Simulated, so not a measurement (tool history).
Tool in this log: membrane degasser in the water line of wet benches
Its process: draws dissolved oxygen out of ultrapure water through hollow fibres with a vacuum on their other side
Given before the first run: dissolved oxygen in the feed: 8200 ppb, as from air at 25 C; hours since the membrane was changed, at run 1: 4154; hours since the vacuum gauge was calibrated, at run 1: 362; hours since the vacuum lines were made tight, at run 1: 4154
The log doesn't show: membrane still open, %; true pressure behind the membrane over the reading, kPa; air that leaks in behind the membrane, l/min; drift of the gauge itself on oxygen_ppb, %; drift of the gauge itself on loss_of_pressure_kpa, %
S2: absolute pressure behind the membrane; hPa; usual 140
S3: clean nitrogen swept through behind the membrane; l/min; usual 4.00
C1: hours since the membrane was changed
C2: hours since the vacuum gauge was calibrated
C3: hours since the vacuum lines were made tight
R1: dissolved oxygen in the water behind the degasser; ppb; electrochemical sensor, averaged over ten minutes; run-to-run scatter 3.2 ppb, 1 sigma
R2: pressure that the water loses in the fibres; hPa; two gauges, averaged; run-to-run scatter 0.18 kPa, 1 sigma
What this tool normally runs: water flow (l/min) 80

Run 1, hour 0.0: usual settings; C1 4154; C2 362; C3 4154. Result: R1 557.6 ppb, R2 323.0 hPa.
Run 2, hour 120.6: usual settings; C1 4274; C2 482; C3 4274. Result: R1 561.1 ppb, R2 321.2 hPa.
Run 3, hour 260.1: usual settings; C1 4414; C2 622; C3 4414. Result: R1 558.0 ppb, R2 323.5 hPa.
Run 4, hour 411.3: usual settings but water flow (l/min) 107; C1 4565; C2 773; C3 4565. Result: R1 746.1 ppb, R2 429.5 hPa.
Run 5, hour 575.3: usual settings but water flow (l/min) 107; C1 4729; C2 937; C3 4729. Result: R1 746.7 ppb, R2 435.5 hPa.
Run 6, hour 725.9: usual settings; C1 4880; C2 1088; C3 4880. Result: R1 562.8 ppb, R2 322.4 hPa.
Run 7, hour 854.5: usual settings but S2 297 hPa; C1 5008; C2 1216; C3 5008. Result: R1 1147.2 ppb, R2 322.0 hPa.
Run 8, hour 1023.5: usual settings but S2 297 hPa; C1 5177; C2 1385; C3 5177. Result: R1 1137.3 ppb, R2 318.9 hPa.
Run 9, hour 1158.8: usual settings; C1 5313; C2 1520; C3 5313. Result: R1 558.4 ppb, R2 314.8 hPa.
Run 10, hour 1233.9: usual settings but water flow (l/min) 108; C1 5388; C2 1596; C3 5388. Result: R1 758.1 ppb, R2 430.6 hPa.
Run 11, hour 1340.7: usual settings but water flow (l/min) 108; C1 5494; C2 1702; C3 5494. Result: R1 760.7 ppb, R2 433.1 hPa.
At hour 1396.1: seals of the vacuum lines changed.
Run 12, hour 1472.3: usual settings but water flow (l/min) 108, S3 5.46 l/min; C1 5624; C2 1832; C3 76. Result: R1 628.3 ppb, R2 434.0 hPa.
Run 13, hour 1573.8: usual settings but water flow (l/min) 108, S3 5.46 l/min; C1 5726; C2 1933; C3 178. Result: R1 627.0 ppb, R2 430.3 hPa.
Run 14, hour 1692.2: usual settings but water flow (l/min) 76; C1 5844; C2 2052; C3 296. Result: R1 531.7 ppb, R2 305.0 hPa.
Run 15, hour 1770.2: usual settings but water flow (l/min) 76, S2 199 hPa; C1 5922; C2 2130; C3 374. Result: R1 752.9 ppb, R2 303.3 hPa.
Run 16, hour 1842.4: usual settings but water flow (l/min) 76, S2 199 hPa; C1 5994; C2 2202; C3 446. Result: R1 743.5 ppb, R2 307.0 hPa.
Run 17, hour 1975.9: usual settings but water flow (l/min) 52; C1 6128; C2 2336; C3 580. Result: R1 358.0 ppb, R2 209.5 hPa.
Run 18, hour 2085.2: usual settings but water flow (l/min) 52, S2 91 hPa, S3 1.62 l/min; C1 6237; C2 2445; C3 689. Result: R1 422.5 ppb, R2 202.6 hPa.
Run 19, hour 2228.0: usual settings but water flow (l/min) 67, S2 232 hPa, S3 3.77 l/min; C1 6380; C2 2588; C3 832. Result: R1 809.4 ppb, R2 268.5 hPa.
Run 20, hour 2381.9: usual settings but water flow (l/min) 84, S2 145 hPa, S3 3.77 l/min; C1 6534; C2 2742; C3 986. Result: R1 632.8 ppb, R2 338.3 hPa.
Run 21, hour 2490.0: usual settings but water flow (l/min) 84, S2 145 hPa, S3 3.77 l/min; C1 6642; C2 2850; C3 1094. Result: R1 631.7 ppb, R2 332.9 hPa.
Run 22, hour 2558.2: usual settings but water flow (l/min) 49, S2 145 hPa, S3 1.83 l/min; C1 6710; C2 2918; C3 1162. Result: R1 641.1 ppb, R2 194.7 hPa.

The next listed run, before its measurement:
Run 23, hour 2651.1: usual settings but water flow (l/min) 76, S2 227 hPa, S3 5.61 l/min; C1 6803; C2 3011; C3 1255. Result: R1 ?, R2 ?.

Run 23 measured R1 654.8 ppb, R2 300.4 hPa.
On a tool with no hidden condition, and with the same random variation, this run would have come out at R1 654.5 ppb, R2 304.7 hPa.
